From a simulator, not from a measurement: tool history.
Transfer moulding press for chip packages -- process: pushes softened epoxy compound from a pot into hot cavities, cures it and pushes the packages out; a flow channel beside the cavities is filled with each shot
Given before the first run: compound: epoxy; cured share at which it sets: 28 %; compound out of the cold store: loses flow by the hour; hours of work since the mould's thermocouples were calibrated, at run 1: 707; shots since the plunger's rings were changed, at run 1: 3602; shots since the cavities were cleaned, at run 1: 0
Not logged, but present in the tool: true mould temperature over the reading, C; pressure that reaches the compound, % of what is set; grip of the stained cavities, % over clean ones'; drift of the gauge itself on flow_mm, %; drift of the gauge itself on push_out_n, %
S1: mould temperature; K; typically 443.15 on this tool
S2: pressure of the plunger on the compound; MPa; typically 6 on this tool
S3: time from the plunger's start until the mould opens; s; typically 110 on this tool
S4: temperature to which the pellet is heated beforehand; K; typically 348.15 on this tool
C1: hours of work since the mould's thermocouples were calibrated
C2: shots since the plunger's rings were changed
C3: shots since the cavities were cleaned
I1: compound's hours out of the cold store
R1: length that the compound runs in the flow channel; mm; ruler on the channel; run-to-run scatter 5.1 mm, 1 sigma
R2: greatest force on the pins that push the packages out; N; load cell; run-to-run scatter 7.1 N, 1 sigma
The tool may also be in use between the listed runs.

run,hour,S1,S2,S3,S4,C1,C2,C3,I1,R1,R2
1,0,443.15,6,110,348.15,707,3602,0,35.8,613,304
2,59.7,443.15,6,110,348.15,747,4217,615,44.5,573,550
# hour 68.5: mould's thermocouples calibrated
# hour 103.1: cavities cleaned with cleaning compound and waxed
3,108.3,439.15,6,110,348.15,26,4683,54,23.5,668,488
4,161,439.15,6,110,348.15,61,5226,597,32.9,616,781
# hour 206.5: cavities cleaned with cleaning compound and waxed
5,206.5,439.15,6,110,348.15,90,5680,0,47.1,564,407
# hour 224.9: plunger's sealing rings changed
6,280.5,439.15,6,110,348.15,138,574,738,24,715,829
# hour 313.1: cavities cleaned with cleaning compound and waxed
7,339.9,439.15,6,110,348.15,177,1171,277,21.5,724,676
8,385.9,439.15,6,105,348.15,208,1645,751,47.2,619,861
# hour 413: cavities cleaned with cleaning compound and waxed
9,431.4,447.15,6,110,348.15,238,2099,189,47.2,585,360
# hour 438.2: mould's thermocouples calibrated, once more
10,483.9,447.15,6,110,348.15,31,2620,710,29.7,635,476
# hour 514.2: cavities cleaned with cleaning compound and waxed
11,572.4,447.15,6,110,348.15,89,3517,600,25.5,637,445
# hour 618.2: cavities cleaned with cleaning compound and waxed
12,625.9,447.15,6,110,348.15,124,4054,79,40.4,575,281
13,710.6,447.15,6,110,348.15,181,4927,952,39.7,558,516
# hour 724.8: cavities cleaned with cleaning compound and waxed
14,779,443.15,5.56,136,357.15,225,5618,560,30.4,580,425
# hour 803.4: plunger's sealing rings changed
# hour 826.4: cavities cleaned with cleaning compound and waxed
15,849.2,443.15,5.56,136,357.15,270,457,235,10.7,721,362
# hour 929: cavities cleaned with cleaning compound and waxed
16,935.2,437.15,5.56,136,357.15,326,1329,64,39.4,622,340
17,979.1,450.15,6.74,99,346.15,356,1782,517,30.7,665,447
# hour 1028.7: cavities cleaned with cleaning compound and waxed
18,1028.8,450.15,6.74,99,346.15,388,2279,1,17.5,727,266
19,1070.1,450.15,6.74,99,346.15,416,2705,427,8.8,754,440
20,1107.7,450.15,6.74,99,346.15,441,3093,815,30,668,500
# hour 1134.4: cavities cleaned with cleaning compound and waxed
21,1188.7,446.15,6.74,99,346.15,494,3913,560,20.8,696,537
# hour 1235.1: cavities cleaned with cleaning compound and waxed
22,1274,443.15,6.32,110,339.15,550,4778,402,46.9,575,479
23,1322.3,437.15,6.32,110,348.15,583,5276,900,9.5,733,1017
# hour 1336.4: cavities cleaned with cleaning compound and waxed
# hour 1377.9: plunger's sealing rings changed
24,1413.4,437.15,6.32,110,348.15,641,367,768,33.6,700,848
# hour 1439.6: cavities cleaned with cleaning compound and waxed
25,1472.4,441.15,5.21,142,339.15,680,960,338,29.7,621,405
26,1527.7,448.15,6.44,108,338.15,717,1530,908,10.8,743,508

Alternative continuations, all from the tool just after run 26; predict every row:
# hour 1541: cavities cleaned with cleaning compound and waxed
# hour 1581.9: mould's thermocouples calibrated
A,1595.2,438.15,6,110,339.15,9,2191,539,8.3,?,?
# hour 1541: cavities cleaned with cleaning compound and waxed
# hour 1581.9: mould's thermocouples calibrated
B,1595.2,449.15,6.44,108,338.15,9,2191,539,23.6,?,?
# hour 1541: cavities cleaned with cleaning compound and waxed
# hour 1581.9: mould's thermocouples calibrated
C,1595.2,448.15,7.32,108,338.15,9,2191,539,22.5,?,?

run,R1,R2
A,753,785
B,679,460
C,736,460
With the hidden condition removed and each run's random variation left untouched, the same runs would have given:
run,R1,R2
A,786,446
B,709,261
C,769,261

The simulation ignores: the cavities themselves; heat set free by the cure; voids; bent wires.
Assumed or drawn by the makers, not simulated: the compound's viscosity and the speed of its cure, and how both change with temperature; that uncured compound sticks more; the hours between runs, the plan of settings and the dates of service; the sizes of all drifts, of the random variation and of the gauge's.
